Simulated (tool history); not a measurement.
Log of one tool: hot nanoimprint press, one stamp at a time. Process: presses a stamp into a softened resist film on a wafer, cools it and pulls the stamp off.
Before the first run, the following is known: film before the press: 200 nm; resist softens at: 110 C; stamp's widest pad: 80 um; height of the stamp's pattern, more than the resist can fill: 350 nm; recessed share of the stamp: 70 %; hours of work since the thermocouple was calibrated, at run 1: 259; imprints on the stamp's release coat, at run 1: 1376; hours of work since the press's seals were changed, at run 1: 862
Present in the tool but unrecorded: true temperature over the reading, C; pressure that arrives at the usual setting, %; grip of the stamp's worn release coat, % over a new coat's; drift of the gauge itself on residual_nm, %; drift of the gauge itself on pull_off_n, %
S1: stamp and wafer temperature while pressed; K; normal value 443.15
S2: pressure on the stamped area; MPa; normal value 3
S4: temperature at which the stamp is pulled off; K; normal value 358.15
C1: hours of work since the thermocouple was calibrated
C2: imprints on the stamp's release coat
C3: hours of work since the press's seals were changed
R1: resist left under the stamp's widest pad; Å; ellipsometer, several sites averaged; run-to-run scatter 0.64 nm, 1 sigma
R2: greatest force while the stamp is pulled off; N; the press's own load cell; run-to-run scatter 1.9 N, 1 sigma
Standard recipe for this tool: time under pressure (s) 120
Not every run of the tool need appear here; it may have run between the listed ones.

Run 1, hour 0: usual settings; C1 259; C2 1376; C3 862. Result: R1 740 Å, R2 221 N.
At hour 25.4: stamp cleaned and given a new release coat.
Run 2, hour 56.5: usual settings but S2 1.92 MPa; C1 293; C2 141; C3 896. Result: R1 897 Å, R2 201 N.
Run 3, hour 126.5: usual settings but S2 2.38 MPa; C1 341; C2 457; C3 943. Result: R1 800 Å, R2 204 N.
Run 4, hour 194.9: usual settings but S2 2.98 MPa; C1 387; C2 766; C3 989. Result: R1 730 Å, R2 207 N.
Run 5, hour 250.4: usual settings but S2 2.98 MPa; C1 424; C2 1017; C3 1026. Result: R1 710 Å, R2 209 N.
Run 6, hour 291.4: usual settings but S2 2.98 MPa; C1 452; C2 1203; C3 1054. Result: R1 710 Å, R2 212 N.
At hour 323.6: plate thermocouple calibrated.
Run 7, hour 348.1: usual settings but S2 2.98 MPa; C1 16; C2 1445; C3 1090. Result: R1 786 Å, R2 225 N.
At hour 357.4: stamp cleaned and given a new release coat.
Run 8, hour 387.7: usual settings; C1 39; C2 137; C3 1113. Result: R1 787 Å, R2 204 N.
Run 9, hour 459.5: usual settings; C1 88; C2 462; C3 1161. Result: R1 773 Å, R2 205 N.
Run 10, hour 495.1: usual settings; C1 112; C2 623; C3 1185. Result: R1 770 Å, R2 211 N.
Run 11, hour 551.8: usual settings but time under pressure (s) 113; C1 150; C2 879; C3 1223. Result: R1 781 Å, R2 212 N.
Run 12, hour 609.4: usual settings but time under pressure (s) 113; C1 189; C2 1140; C3 1262. Result: R1 788 Å, R2 218 N.

Predict the results of run 13:
Run 13, hour 643.2: usual settings but S2 2.99 MPa, time under pressure (s) 125; C1 211; C2 1292; C3 1285. Result: R1 ?, R2 ?.

R1: 739 Å
R2: 219 N
The same run, on a tool lacking any hidden state, would have yielded R1 740 Å, R2 200 N.
